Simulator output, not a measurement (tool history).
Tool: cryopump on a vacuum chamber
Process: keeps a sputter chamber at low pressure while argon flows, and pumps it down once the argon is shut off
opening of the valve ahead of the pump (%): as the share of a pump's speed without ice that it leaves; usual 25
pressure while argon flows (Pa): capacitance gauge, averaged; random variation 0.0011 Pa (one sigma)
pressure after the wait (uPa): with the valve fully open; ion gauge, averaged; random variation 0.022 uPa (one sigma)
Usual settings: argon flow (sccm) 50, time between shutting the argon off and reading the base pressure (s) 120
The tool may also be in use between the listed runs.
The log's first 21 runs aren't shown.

| run | hour | argon flow (sccm) | time between shutting the argon off and reading the base pressure (s) | opening of the valve ahead of the pump (%) | pressure while argon flows (Pa) | pressure after the wait (uPa) |
|---|---|---|---|---|---|---|
| 22 | 813.2 | 83 | 120 | 19 | 0.5722 | 2.48 |
| 23 | 843.1 | 50 | 192 | 20 | 0.3296 | 2.48 |
| 24 | 874.6 | 27 | 110 | 36 | 0.1041 | 2.73 |
| 25 | 913.6 | 27 | 110 | 36 | 0.1030 | 2.79 |
| 26 | 947.1 | 73 | 48 | 51 | 0.2072 | 3.28 |
| 27 | 983.6 | 50 | 38 | 25 | 0.2699 | 3.50 |
| 28 | 1040.4 | 35 | 223 | 18 | 0.2556 | 2.86 |
| 29 | 1080.2 | 35 | 223 | 18 | 0.2588 | 2.89 |
| 30 | 1117.2 | 82 | 189 | 42 | 0.2845 | 2.89 |
| 31 | 1169.0 | 48 | 189 | 47 | 0.1517 | 3.06 |
| 32 | 1206.5 | 48 | 189 | 47 | 0.1543 | 3.15 |
| 33 | 1236.7 | 97 | 60 | 25 | 0.5362 | 3.69 |
| 34 | 1262.2 | 50 | 117 | 40 | 0.1845 | 3.45 |
| 35 | 1314.0 | 98 | 249 | 53 | 0.2923 | 3.42 |

3 ways to go on from here, each from the tool as it stands after run 35. What would each give?
| A | 1371.3 | 29 | 34 | 19 | ? | ? |
| B | 1371.3 | 98 | 90 | 53 | ? | ? |
| C | 1371.3 | 54 | 53 | 57 | ? | ? |

| run | pressure while argon flows (Pa) | pressure after the wait (uPa) |
|---|---|---|
| A | 0.2098 | 4.47 |
| B | 0.2955 | 3.91 |
| C | 0.1536 | 4.11 |
Without the tool's hidden state the same runs would have given:
| run | pressure while argon flows (Pa) | pressure after the wait (uPa) |
|---|---|---|
| A | 0.1910 | 1.31 |
| B | 0.2319 | 0.66 |
| C | 0.1187 | 0.93 |
